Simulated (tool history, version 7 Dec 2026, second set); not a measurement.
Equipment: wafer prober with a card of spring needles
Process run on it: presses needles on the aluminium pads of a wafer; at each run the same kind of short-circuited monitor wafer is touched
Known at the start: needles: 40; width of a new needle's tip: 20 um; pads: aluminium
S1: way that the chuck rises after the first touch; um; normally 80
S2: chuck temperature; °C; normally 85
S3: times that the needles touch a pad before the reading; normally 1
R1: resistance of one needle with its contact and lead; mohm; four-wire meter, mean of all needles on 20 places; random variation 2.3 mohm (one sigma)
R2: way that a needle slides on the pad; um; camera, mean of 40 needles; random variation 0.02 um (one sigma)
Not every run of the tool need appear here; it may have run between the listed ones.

run	hour	S1	S2	S3	R1	R2
1	0.0	80	85	1	316	12.45
# hour 13.7: tips cleaned on abrasive film
2	26.1	80	85	1	310	12.42
# hour 42.6: tips cleaned on abrasive film
3	60.4	80	85	1	318	12.43
# hour 71.0: tips cleaned on abrasive film
4	89.0	75	85	1	329	11.61
# hour 100.4: tips cleaned on abrasive film
# hour 126.2: height of the first contact set anew
# hour 131.1: tips cleaned on abrasive film
5	147.7	75	85	1	317	11.83
# hour 161.2: tips cleaned on abrasive film
# hour 190.6: tips cleaned on abrasive film
6	203.3	75	85	1	322	11.80
# hour 218.8: tips cleaned on abrasive film
7	237.1	75	85	1	328	11.80
# hour 248.0: tips cleaned on abrasive film
# hour 275.2: tips cleaned on abrasive film
8	275.2	75	85	1	258	11.77
# hour 306.6: tips cleaned on abrasive film
# hour 338.1: tips cleaned on abrasive film
9	338.1	75	85	1	266	11.76
10	364.5	68	28	1	345	10.62
# hour 369.1: tips cleaned on abrasive film
# hour 396.4: tips cleaned on abrasive film
11	397.8	68	28	1	264	10.61
# hour 424.9: tips cleaned on abrasive film
12	447.5	80	31	1	314	12.47
# hour 454.3: tips cleaned on abrasive film
# hour 482.9: tips cleaned on abrasive film
13	503.1	80	31	1	312	12.45
# hour 512.3: tips cleaned on abrasive film
# hour 541.1: tips cleaned on abrasive film
14	541.7	76	31	2	248	11.80
# hour 571.6: tips cleaned on abrasive film
15	587.6	64	64	1	343	9.92
# hour 601.3: tips cleaned on abrasive film
# hour 626.5: height of the first contact set anew
# hour 630.7: tips cleaned on abrasive film
16	646.8	75	31	1	314	11.81
# hour 661.3: tips cleaned on abrasive film
# hour 688.5: tips cleaned on abrasive film
17	697.0	81	42	2	275	12.72
# hour 719.0: tips cleaned on abrasive film
# hour 746.6: tips cleaned on abrasive film
18	749.8	93	44	2	254	14.59

Here are 5 independent what-if runs from the current tool condition. What would each one return?
# hour 775.2: tips cleaned on abrasive film
A	802.0	80	65	1	?	?
# hour 775.2: tips cleaned on abrasive film
B	802.0	80	78	1	?	?
# hour 775.2: tips cleaned on abrasive film
C	802.0	80	85	3	?	?
# hour 775.2: tips cleaned on abrasive film
D	802.0	93	51	1	?	?
# hour 775.2: tips cleaned on abrasive film
E	802.0	81	85	1	?	?

run	R1	R2
A	326	12.57
B	327	12.54
C	281	12.54
D	303	14.60
E	322	12.70
The same runs, with their run-to-run variation unchanged, on a tool lacking any hidden condition would have given:
run	R1	R2
A	252	12.64
B	254	12.61
C	255	12.61
D	244	14.67
E	253	12.78

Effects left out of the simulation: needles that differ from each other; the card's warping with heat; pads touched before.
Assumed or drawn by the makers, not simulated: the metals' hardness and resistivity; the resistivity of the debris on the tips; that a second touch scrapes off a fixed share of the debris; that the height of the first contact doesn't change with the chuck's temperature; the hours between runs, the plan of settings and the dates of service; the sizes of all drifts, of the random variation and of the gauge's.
